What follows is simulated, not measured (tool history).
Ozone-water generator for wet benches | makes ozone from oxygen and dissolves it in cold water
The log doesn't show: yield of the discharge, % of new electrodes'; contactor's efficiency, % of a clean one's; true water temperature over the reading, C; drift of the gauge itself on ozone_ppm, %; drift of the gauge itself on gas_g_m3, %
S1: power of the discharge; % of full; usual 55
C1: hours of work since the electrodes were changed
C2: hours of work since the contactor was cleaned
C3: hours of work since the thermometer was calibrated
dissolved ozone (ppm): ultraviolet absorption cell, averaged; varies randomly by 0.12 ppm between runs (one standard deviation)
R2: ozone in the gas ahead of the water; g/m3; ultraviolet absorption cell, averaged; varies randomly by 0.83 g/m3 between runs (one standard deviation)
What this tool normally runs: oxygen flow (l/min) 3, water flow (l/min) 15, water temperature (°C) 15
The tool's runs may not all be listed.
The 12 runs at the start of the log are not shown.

Run 13, hour 1281.5: usual settings but oxygen flow (l/min) 4.02; C1 1849; C2 1038; C3 199. Result: dissolved ozone (ppm) 11.9, R2 109.6 g/m3.
Run 14, hour 1426: usual settings but oxygen flow (l/min) 4.02; C1 1972; C2 1162; C3 322. Result: dissolved ozone (ppm) 11.9, R2 109.7 g/m3.
Run 15, hour 1553.2: usual settings but oxygen flow (l/min) 4.02; C1 2081; C2 1270; C3 431. Result: dissolved ozone (ppm) 11.8, R2 110.6 g/m3.
Run 16, hour 1701.5: usual settings but oxygen flow (l/min) 4.02; C1 2207; C2 1397; C3 557. Result: dissolved ozone (ppm) 11.8, R2 108.3 g/m3.
Run 17, hour 1847.7: usual settings but S1 46 % of full, oxygen flow (l/min) 1.51, water flow (l/min) 11, water temperature (°C) 13; C1 2332; C2 1522; C3 682. Result: dissolved ozone (ppm) 11.8, R2 155.5 g/m3.
Run 18, hour 1950.7: usual settings but S1 48 % of full, oxygen flow (l/min) 1.51, water flow (l/min) 11, water temperature (°C) 13; C1 2420; C2 1610; C3 770. Result: dissolved ozone (ppm) 11.9, R2 159.1 g/m3.
Run 19, hour 2017.9: usual settings but S1 48 % of full, oxygen flow (l/min) 4.5, water flow (l/min) 9; C1 2477; C2 1667; C3 827. Result: dissolved ozone (ppm) 15.1, R2 95.5 g/m3.
Run 20, hour 2139.6: usual settings but S1 48 % of full, oxygen flow (l/min) 4.5, water flow (l/min) 9; C1 2581; C2 1771; C3 931. Result: dissolved ozone (ppm) 15.2, R2 95.7 g/m3.
Run 21, hour 2251: usual settings but S1 61 % of full, water temperature (°C) 19; C1 2676; C2 1866; C3 1026. Result: dissolved ozone (ppm) 11.3, R2 132.9 g/m3.
Run 22, hour 2353.4: usual settings but S1 42 % of full; C1 2764; C2 1953; C3 1114. Result: dissolved ozone (ppm) 9.5, R2 105.3 g/m3.
Run 23, hour 2455.4: usual settings but S1 91 % of full, oxygen flow (l/min) 4.45, water flow (l/min) 22, water temperature (°C) 7; C1 2851; C2 2041; C3 1201. Result: dissolved ozone (ppm) 12.9, R2 141.6 g/m3.
Run 24, hour 2530.2: usual settings but S1 67 % of full, water temperature (°C) 18; C1 2915; C2 2104; C3 1265. Result: dissolved ozone (ppm) 12.1, R2 140.2 g/m3.
Run 25, hour 2665.3: usual settings but S1 67 % of full, water temperature (°C) 18; C1 3030; C2 2220; C3 1380. Result: dissolved ozone (ppm) 12.1, R2 138 g/m3.
Run 26, hour 2818.4: usual settings but S1 47 % of full, oxygen flow (l/min) 2.78, water flow (l/min) 9, water temperature (°C) 11; C1 3161; C2 2351; C3 1511. Result: dissolved ozone (ppm) 15.6, R2 116.5 g/m3.
Run 27, hour 2965: usual settings but S1 94 % of full, water temperature (°C) 8; C1 3286; C2 2476; C3 1636. Result: dissolved ozone (ppm) 16.2, R2 167.3 g/m3.
Run 28, hour 3109: usual settings but S1 70 % of full, water flow (l/min) 14, water temperature (°C) 8; C1 3409; C2 2599; C3 1759. Result: dissolved ozone (ppm) 14.5, R2 140.8 g/m3.
At hour 3131.6: contactor cleaned.
Run 29, hour 3216.2: usual settings but S1 70 % of full, water flow (l/min) 14, water temperature (°C) 8; C1 3497; C2 72; C3 1847. Result: dissolved ozone (ppm) 14.7, R2 141.9 g/m3.
Run 30, hour 3295.3: usual settings but S1 43 % of full, water flow (l/min) 14, water temperature (°C) 12; C1 3565; C2 140; C3 1915. Result: dissolved ozone (ppm) 10.4, R2 104.6 g/m3.
Run 31, hour 3441.6: usual settings but S1 43 % of full, water flow (l/min) 14, water temperature (°C) 12; C1 3690; C2 265; C3 2040. Result: dissolved ozone (ppm) 10.6, R2 104.8 g/m3.
Run 32, hour 3571.6: usual settings but oxygen flow (l/min) 2.32, water flow (l/min) 21, water temperature (°C) 19; C1 3801; C2 376; C3 2151. Result: dissolved ozone (ppm) 7.3, R2 135.8 g/m3.

Consider 5 possible next runs. They are alternatives, not a sequence: every one starts from the tool as it was left by run 32. What does each give?
Run A, hour 3705.7: usual settings but oxygen flow (l/min) 4.31; C1 3915; C2 490; C3 2265. Result: dissolved ozone (ppm) ?, R2 ?.
Run B, hour 3705.7: usual settings but oxygen flow (l/min) 2.32, water flow (l/min) 11, water temperature (°C) 10; C1 3915; C2 490; C3 2265. Result: dissolved ozone (ppm) ?, R2 ?.
Run C, hour 3705.7: usual settings but water flow (l/min) 21; C1 3915; C2 490; C3 2265. Result: dissolved ozone (ppm) ?, R2 ?.
Run D, hour 3705.7: usual settings but S1 42 % of full, oxygen flow (l/min) 4.44, water flow (l/min) 21, water temperature (°C) 19; C1 3915; C2 490; C3 2265. Result: dissolved ozone (ppm) ?, R2 ?.
Run E, hour 3705.7: usual settings but S1 69 % of full, oxygen flow (l/min) 2.32, water flow (l/min) 21, water temperature (°C) 22; C1 3915; C2 490; C3 2265. Result: dissolved ozone (ppm) ?, R2 ?.

run  dissolved ozone (ppm)     R2
  A                   11.3  102.1
  B                   14.4  138.2
  C                      8  122.4
  D                    6.9     86
  E                    8.2  156.7
With the hidden condition removed and each run's random variation left untouched, the same runs would have given:
run  dissolved ozone (ppm)     R2
  A                   12.4  110.9
  B                   15.8  150.1
  C                    8.7  132.9
  D                    7.4   91.8
  E                    9.1  172.6
